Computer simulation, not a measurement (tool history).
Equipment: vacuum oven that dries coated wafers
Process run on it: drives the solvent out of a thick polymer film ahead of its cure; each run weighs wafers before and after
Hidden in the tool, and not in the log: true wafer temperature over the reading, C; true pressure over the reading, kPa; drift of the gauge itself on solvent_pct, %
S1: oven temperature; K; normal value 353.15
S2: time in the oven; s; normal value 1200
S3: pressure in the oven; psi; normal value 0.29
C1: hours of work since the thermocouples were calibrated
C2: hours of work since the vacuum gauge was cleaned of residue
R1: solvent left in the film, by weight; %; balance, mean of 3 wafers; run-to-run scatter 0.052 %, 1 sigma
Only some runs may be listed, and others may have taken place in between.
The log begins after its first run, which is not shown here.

run	hour	S1	S2	S3	C1	C2	R1
2	67.2	353.15	1200	0.421	53	175	3.49
3	160.8	353.15	1200	0.421	120	242	3.46
4	210.6	341.15	1200	0.421	156	278	7.39
5	264.7	341.15	1200	0.421	195	316	7.54
6	341.8	341.15	1200	0.421	250	372	7.4
7	433.8	355.15	1200	0.29	316	438	2.54
8	534.4	355.15	1200	0.29	388	510	2.72
9	591.2	355.15	1200	0.29	429	550	2.53
10	676.1	349.15	1200	0.29	490	611	4.09
11	762	349.15	1200	0.29	551	673	4.08
12	833	349.15	1200	0.29	602	724	3.95
13	904	349.15	1200	0.29	653	775	4.04
14	991.7	349.15	1200	0.29	716	837	3.96
15	1054.9	353.15	1260	0.29	761	883	2.73
16	1126	353.15	1200	0.19	812	934	2.53
17	1208.3	353.15	2100	0.29	871	993	1.26

Run 18 is up next; what results do you expect?
18	1307.1	353.15	1200	0.689	942	1064	?

{"run 18": {"R1": 3.8}}
Minus the tool's unlogged condition, the same run would have read R1 4.23 %.
